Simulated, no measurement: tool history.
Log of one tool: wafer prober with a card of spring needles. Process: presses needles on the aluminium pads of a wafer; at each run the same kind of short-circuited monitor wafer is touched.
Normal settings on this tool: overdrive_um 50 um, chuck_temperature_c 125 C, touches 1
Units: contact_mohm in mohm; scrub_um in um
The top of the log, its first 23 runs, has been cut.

run   hour  overdrive_um  chuck_temperature_c  touches  contact_mohm  scrub_um
       628  -- tips cleaned on abrasive film
     647.8  -- tips cleaned on abrasive film
 24  648.5            50                   41        1           152      6.59
     664.8  -- tips cleaned on abrasive film
 25  664.8            50                   81        2           160       6.6
     675.3  -- height of the first contact set anew
     683.1  -- tips cleaned on abrasive film
 26  687.7            66                   85        3           159      8.74
     700.5  -- tips cleaned on abrasive film
 27  704.4            55                   29        2           151       7.3
     718.1  -- tips cleaned on abrasive film
     728.9  -- gauge calibrated
     736.5  -- tips cleaned on abrasive film
 28  742.1            55                   29        2           149      7.08
     754.3  -- tips cleaned on abrasive film
 29  759.3            55                   29        2           149       7.1
     773.2  -- tips cleaned on abrasive film
 30  783.5            55                   29        2           146       7.1
     792.2  -- tips cleaned on abrasive film
 31  807.7            50                   78        3           160      6.46

4 options for the next run, each taken on its own from the tool as it stands now. Forecast them:
       811  -- tips cleaned on abrasive film
     828.3  -- tips cleaned on abrasive film
  A  828.3            41                  125        2             ?         ?
       811  -- tips cleaned on abrasive film
     828.3  -- tips cleaned on abrasive film
  B  828.3            50                   88        2             ?         ?
       811  -- tips cleaned on abrasive film
     828.3  -- tips cleaned on abrasive film
  C  828.3            58                   29        3             ?         ?
       811  -- tips cleaned on abrasive film
     828.3  -- tips cleaned on abrasive film
  D  828.3            51                   78        1             ?         ?

run  contact_mohm  scrub_um
  A           171       5.3
  B           158      6.45
  C           149      7.49
  D           157      6.61
Take away the tool's hidden state, keep each run's random variation, and the runs would have read:
run  contact_mohm  scrub_um
  A           171      5.28
  B           158      6.43
  C           149      7.46
  D           157      6.59
